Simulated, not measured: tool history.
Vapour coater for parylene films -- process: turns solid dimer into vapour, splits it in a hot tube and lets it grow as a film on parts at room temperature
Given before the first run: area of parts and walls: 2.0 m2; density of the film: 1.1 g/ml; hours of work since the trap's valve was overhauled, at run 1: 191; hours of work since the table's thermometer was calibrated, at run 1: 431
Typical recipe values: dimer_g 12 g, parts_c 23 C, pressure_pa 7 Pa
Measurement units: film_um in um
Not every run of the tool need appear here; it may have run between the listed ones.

| run | hour | dimer_g | parts_c | pressure_pa | hours of work since the trap's valve was overhauled | hours of work since the table's thermometer was calibrated | film_um |
|---|---|---|---|---|---|---|---|
| 1 | 0 | 12 | 23 | 7 | 191 | 431 | 3.14 |
| 2 | 14.1 | 12 | 23 | 3.76 | 201 | 441 | 3.31 |
| 3 | 32.4 | 12 | 23 | 3.76 | 214 | 453 | 3.3 |
| 4 | 53.2 | 12 | 23 | 3.76 | 228 | 467 | 3.34 |
| 5 | 62.4 | 12 | 23 | 3.76 | 234 | 474 | 3.3 |
| 6 | 74.6 | 12 | 23 | 7 | 242 | 482 | 3.14 |
| 7 | 94.1 | 18 | 21 | 4.05 | 256 | 495 | 5.21 |
| 8 | 112 | 20 | 25 | 7 | 268 | 507 | 4.9 |
| 9 | 124.5 | 6 | 23 | 3.36 | 276 | 516 | 1.64 |
|  | 129.9 | trap's valve overhauled |
| 10 | 151.1 | 6 | 23 | 3.36 | 15 | 531 | 1.64 |
| 11 | 169.3 | 6 | 23 | 3.36 | 27 | 544 | 1.64 |
| 12 | 190.1 | 6 | 23 | 3.36 | 41 | 558 | 1.64 |

Branching from run 12: 4 alternative next runs. What would each branch give?
| A | 201.8 | 6 | 25 | 2.78 | 49 | 566 | ? |
| B | 201.8 | 15 | 21 | 3.36 | 49 | 566 | ? |
| C | 201.8 | 22 | 23 | 3.36 | 49 | 566 | ? |
| D | 201.8 | 7 | 22 | 6.12 | 49 | 566 | ? |

| run | film_um |
|---|---|
| A | 1.55 |
| B | 4.3 |
| C | 5.94 |
| D | 1.87 |
The same runs, with their run-to-run variation unchanged, on a tool lacking any hidden condition would have given:
| run | film_um |
|---|---|
| A | 1.67 |
| B | 4.63 |
| C | 6.39 |
| D | 2.01 |

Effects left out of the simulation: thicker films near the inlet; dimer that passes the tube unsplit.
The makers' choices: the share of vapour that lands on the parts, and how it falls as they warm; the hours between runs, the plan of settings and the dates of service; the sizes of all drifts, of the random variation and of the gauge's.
